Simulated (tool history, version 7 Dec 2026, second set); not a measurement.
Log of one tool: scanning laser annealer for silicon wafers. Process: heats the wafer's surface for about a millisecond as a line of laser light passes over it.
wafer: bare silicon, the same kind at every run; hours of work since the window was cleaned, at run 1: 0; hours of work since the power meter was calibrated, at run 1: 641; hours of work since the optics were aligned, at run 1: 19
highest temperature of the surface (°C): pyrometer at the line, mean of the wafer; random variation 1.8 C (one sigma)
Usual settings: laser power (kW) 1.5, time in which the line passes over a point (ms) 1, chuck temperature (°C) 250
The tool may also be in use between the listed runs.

run	hour	laser power (kW)	time in which the line passes over a point (ms)	chuck temperature (°C)	hours of work since the window was cleaned	hours of work since the power meter was calibrated	hours of work since the optics were aligned	highest temperature of the surface (°C)
1	0	1.5	1	250	0	641	19	958
2	23.6	1.5	1	250	16	657	35	957
3	46.3	1.5	1	250	32	673	51	959
4	70	1.5	1	244	48	689	67	953
5	88.1	1.5	1	244	61	702	80	952
6	101.7	1.5	1	266	70	711	89	976
7	115.1	1.5	1	266	79	720	98	972
8	128.1	1.5	1	250	88	729	107	959
9	151.8	1.5	1	250	105	746	124	959
10	177.8	1.5	1	250	123	764	142	960
11	194.9	1.571	1	250	135	775	153	990
12	214.7	1.5	0.79	250	148	789	167	885
13	234.7	1.5	0.79	250	162	803	181	887
14	254.2	1.5	0.79	250	176	816	194	885
15	277.9	1.493	1.13	250	192	833	211	994
16	297.3	1.418	0.9	250	205	846	224	890
17	310.6	1.5	1	271	214	855	233	979
18	326	1.5	1	271	225	866	244	983
19	349.4	1.5	1	271	241	882	260	976
20	375.5	1.64	1	283	259	900	278	1051
21	389.2	1.5	1	236	269	909	287	942
22	414.6	1.631	1.17	276	286	927	305	1098
23	440.3	1.432	0.77	275	304	945	323	876
24	451.4	1.336	1.01	267	312	952	330	907
# hour 471.3: window over the wafer cleaned
25	479	1.39	1.2	276	5	970	348	994
26	499	1.39	1.2	256	19	984	362	969
27	517.1	1.469	1.15	283	32	996	374	1020

3 ways to go on from here, each from the tool as it stands after run 27. What would each give?
A	536.6	1.394	1.15	283	45	1010	388	?
B	536.6	1.29	1	250	45	1010	388	?
C	536.6	1.293	1	250	45	1010	388	?

run	highest temperature of the surface (°C)
A	985
B	865
C	865
Without the tool's hidden state the same runs would have given:
run	highest temperature of the surface (°C)
A	986
B	866
C	865

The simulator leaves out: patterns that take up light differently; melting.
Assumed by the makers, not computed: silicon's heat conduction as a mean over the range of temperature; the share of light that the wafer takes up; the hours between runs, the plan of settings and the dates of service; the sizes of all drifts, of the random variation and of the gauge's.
